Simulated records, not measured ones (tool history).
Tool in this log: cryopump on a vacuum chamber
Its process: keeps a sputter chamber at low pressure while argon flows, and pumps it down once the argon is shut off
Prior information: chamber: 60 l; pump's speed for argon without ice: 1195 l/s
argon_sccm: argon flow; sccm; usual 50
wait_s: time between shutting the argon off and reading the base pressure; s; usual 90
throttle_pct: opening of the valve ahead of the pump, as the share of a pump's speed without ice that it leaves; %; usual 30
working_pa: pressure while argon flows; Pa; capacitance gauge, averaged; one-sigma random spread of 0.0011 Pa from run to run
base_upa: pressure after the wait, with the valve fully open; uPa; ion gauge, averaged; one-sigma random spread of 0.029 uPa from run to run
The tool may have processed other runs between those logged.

| run | hour | argon_sccm | wait_s | throttle_pct | working_pa | base_upa |
|---|---|---|---|---|---|---|
| 1 | 0.0 | 50 | 90 | 30 | 0.2476 | 1.90 |
| 2 | 13.2 | 50 | 90 | 30 | 0.2476 | 1.92 |
| 3 | 34.0 | 50 | 193 | 30 | 0.2495 | 1.33 |
| 4 | 63.5 | 50 | 90 | 30 | 0.2501 | 1.99 |
|  | 76.5 | leaking fittings of the chamber tightened, without venting |
| 5 | 96.7 | 50 | 177 | 30 | 0.2503 | 0.91 |
| 6 | 114.8 | 50 | 24 | 30 | 0.2490 | 4.76 |
| 7 | 136.4 | 50 | 24 | 30 | 0.2521 | 4.65 |
| 8 | 165.7 | 50 | 90 | 30 | 0.2530 | 1.49 |
| 9 | 179.6 | 50 | 90 | 30 | 0.2515 | 1.52 |
| 10 | 199.9 | 50 | 90 | 30 | 0.2518 | 1.47 |
| 11 | 225.6 | 96 | 95 | 35 | 0.4211 | 1.39 |
| 12 | 251.0 | 21 | 163 | 24 | 0.1314 | 1.02 |
| 13 | 269.9 | 35 | 174 | 22 | 0.2388 | 0.98 |
| 14 | 293.3 | 42 | 90 | 39 | 0.1698 | 1.54 |
| 15 | 312.8 | 60 | 90 | 16 | 0.5508 | 1.53 |
| 16 | 327.7 | 60 | 90 | 16 | 0.5560 | 1.55 |
| 17 | 357.8 | 71 | 90 | 52 | 0.2237 | 1.52 |
| 18 | 387.9 | 71 | 90 | 52 | 0.2255 | 1.56 |
| 19 | 412.9 | 71 | 90 | 52 | 0.2254 | 1.58 |

What if the next run were any one of these 4? Each begins from the tool's condition after run 19:
| A | 430.1 | 28 | 70 | 31 | ? | ? |
| B | 430.1 | 34 | 90 | 30 | ? | ? |
| C | 430.1 | 50 | 193 | 30 | ? | ? |
| D | 430.1 | 92 | 90 | 39 | ? | ? |

| run | working_pa | base_upa |
|---|---|---|
| A | 0.1418 | 1.86 |
| B | 0.1760 | 1.58 |
| C | 0.2609 | 0.96 |
| D | 0.3787 | 1.53 |
With no hidden state in the tool, these same runs would have given:
| run | working_pa | base_upa |
|---|---|---|
| A | 0.1282 | 1.68 |
| B | 0.1595 | 1.40 |
| C | 0.2367 | 0.78 |
| D | 0.3342 | 1.35 |

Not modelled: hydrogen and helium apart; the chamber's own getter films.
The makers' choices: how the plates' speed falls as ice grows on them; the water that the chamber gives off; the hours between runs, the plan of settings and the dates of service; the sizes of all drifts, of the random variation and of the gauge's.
